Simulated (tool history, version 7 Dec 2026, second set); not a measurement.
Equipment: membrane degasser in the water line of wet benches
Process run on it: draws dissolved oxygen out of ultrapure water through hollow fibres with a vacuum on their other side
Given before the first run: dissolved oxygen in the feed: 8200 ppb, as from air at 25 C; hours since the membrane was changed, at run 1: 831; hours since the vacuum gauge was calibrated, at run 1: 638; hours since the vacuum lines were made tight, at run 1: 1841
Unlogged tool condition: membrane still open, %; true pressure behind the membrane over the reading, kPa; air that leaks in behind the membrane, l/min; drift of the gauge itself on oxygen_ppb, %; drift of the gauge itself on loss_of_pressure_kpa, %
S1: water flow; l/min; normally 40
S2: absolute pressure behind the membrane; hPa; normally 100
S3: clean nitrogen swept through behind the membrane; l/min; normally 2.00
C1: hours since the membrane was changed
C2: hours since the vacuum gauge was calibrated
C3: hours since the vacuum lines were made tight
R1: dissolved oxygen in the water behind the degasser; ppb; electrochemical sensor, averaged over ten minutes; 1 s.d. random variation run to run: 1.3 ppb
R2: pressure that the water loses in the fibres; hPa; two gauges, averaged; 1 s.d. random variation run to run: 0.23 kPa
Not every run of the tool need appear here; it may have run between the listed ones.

run 1 hour=0.0 | S1=40 S2=100 S3=2.00 | C1=831 C2=638 C3=1841 | R1=312.1 R2=594.5
run 2 hour=65.3 | S1=40 S2=100 S3=2.00 | C1=897 C2=703 C3=1906 | R1=312.7 R2=599.1
run 3 hour=97.5 | S1=40 S2=100 S3=2.00 | C1=929 C2=735 C3=1939 | R1=313.8 R2=593.6
run 4 hour=162.3 | S1=40 S2=100 S3=2.00 | C1=994 C2=800 C3=2003 | R1=314.0 R2=598.2
run 5 hour=202.5 | S1=40 S2=154 S3=2.00 | C1=1034 C2=840 C3=2044 | R1=534.5 R2=596.9
-- hour=208.1 vacuum gauge calibrated
run 6 hour=240.8 | S1=40 S2=189 S3=2.00 | C1=1072 C2=33 C3=2081 | R1=671.3 R2=596.9
run 7 hour=280.0 | S1=30 S2=215 S3=2.27 | C1=1111 C2=72 C3=2121 | R1=531.7 R2=449.8
run 8 hour=319.3 | S1=27 S2=100 S3=1.58 | C1=1150 C2=111 C3=2160 | R1=259.6 R2=405.0
run 9 hour=367.2 | S1=34 S2=128 S3=4.22 | C1=1198 C2=159 C3=2208 | R1=190.5 R2=508.5
run 10 hour=421.4 | S1=40 S2=100 S3=1.09 | C1=1252 C2=213 C3=2262 | R1=505.5 R2=601.5
-- hour=460.6 vacuum gauge calibrated, once more
run 11 hour=467.5 | S1=40 S2=100 S3=1.09 | C1=1298 C2=7 C3=2308 | R1=502.2 R2=597.7

What if the next run were any one of these 3? Each begins from the tool's condition after run 11:
run A hour=497.6 | S1=31 S2=78 S3=1.90 | C1=1328 C2=37 C3=2338 | R1=? R2=?
run B hour=497.6 | S1=59 S2=224 S3=1.09 | C1=1328 C2=37 C3=2338 | R1=? R2=?
run C hour=497.6 | S1=32 S2=60 S3=3.75 | C1=1328 C2=37 C3=2338 | R1=? R2=?

run=A R1=171.4 R2=464.6
run=B R1=1728.6 R2=878.7
run=C R1=62.1 R2=480.0
Had the tool no hidden state, the same runs would have come out as:
run=A R1=171.2 R2=461.4
run=B R1=1727.7 R2=872.6
run=C R1=62.0 R2=476.7
